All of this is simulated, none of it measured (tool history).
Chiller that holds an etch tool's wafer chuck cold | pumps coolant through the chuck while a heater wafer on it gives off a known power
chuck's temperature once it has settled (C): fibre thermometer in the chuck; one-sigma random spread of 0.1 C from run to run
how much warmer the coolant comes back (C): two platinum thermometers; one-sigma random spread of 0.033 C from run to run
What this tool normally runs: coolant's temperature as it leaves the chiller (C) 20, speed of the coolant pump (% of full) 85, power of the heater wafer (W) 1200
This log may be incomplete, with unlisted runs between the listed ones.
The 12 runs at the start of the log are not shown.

run,hour,coolant's temperature as it leaves the chiller (C),speed of the coolant pump (% of full),power of the heater wafer (W),hours since the coolant was changed and the channels were flushed,hours since the pump was overhauled,hours since the chiller's thermometer was calibrated,chuck's temperature once it has settled (C),how much warmer the coolant comes back (C)
13,417.8,14,85,1200,2272,2988,1970,26.5,5.08
14,442.1,14,85,1200,2297,3012,1994,26.3,5.06
15,472.3,14,85,1200,2327,3043,2025,26.4,5.06
16,516.5,14,85,1200,2371,3087,2069,26.2,5.01
17,559.2,23,71,622,2414,3129,2111,30.7,3.22
18,599.8,12,75,622,2454,3170,2152,19.1,3.03
19,620.3,12,86,1200,2475,3190,2173,24.2,5.04
20,640,26,74,1442,2494,3210,2192,43.1,7.09
21,666.1,20,67,1200,2521,3236,2218,35.7,6.64
22,695.8,13,62,1170,2550,3266,2248,29.5,6.96
23,742.9,19,91,1170,2597,3313,2295,30.2,4.66
24,773.3,19,91,1170,2628,3343,2326,30.2,4.58
25,801.4,19,91,1170,2656,3372,2354,30.3,4.58
26,831.4,19,91,1170,2686,3402,2384,30.3,4.63
27,874.5,19,91,1170,2729,3445,2427,30.3,4.59
28,895.9,11,96,895,2750,3466,2448,19.1,3.34
29,938.3,24,62,1494,2793,3509,2491,45.3,8.91
30,962.5,24,62,1494,2817,3533,2515,45.1,8.97
31,1006.7,15,76,1200,2861,3577,2559,28.9,5.77
32,1040.4,15,76,1200,2895,3611,2593,29,5.74

Alternative continuations, all from the tool just after run 32; predict every row:
A,1065.8,26,85,1200,2920,3636,2618,?,?
B,1065.8,26,82,875,2920,3636,2618,?,?
C,1065.8,20,99,739,2920,3636,2618,?,?
D,1065.8,20,76,1511,2920,3636,2618,?,?

run,chuck's temperature once it has settled (C),how much warmer the coolant comes back (C)
A,38.3,5.1
B,35.1,3.9
C,26.4,2.69
D,37.6,7.27
Had the tool no hidden state, the same runs would have come out as:
run,chuck's temperature once it has settled (C),how much warmer the coolant comes back (C)
A,37.5,4.92
B,34.5,3.77
C,26.1,2.6
D,36.4,7.02
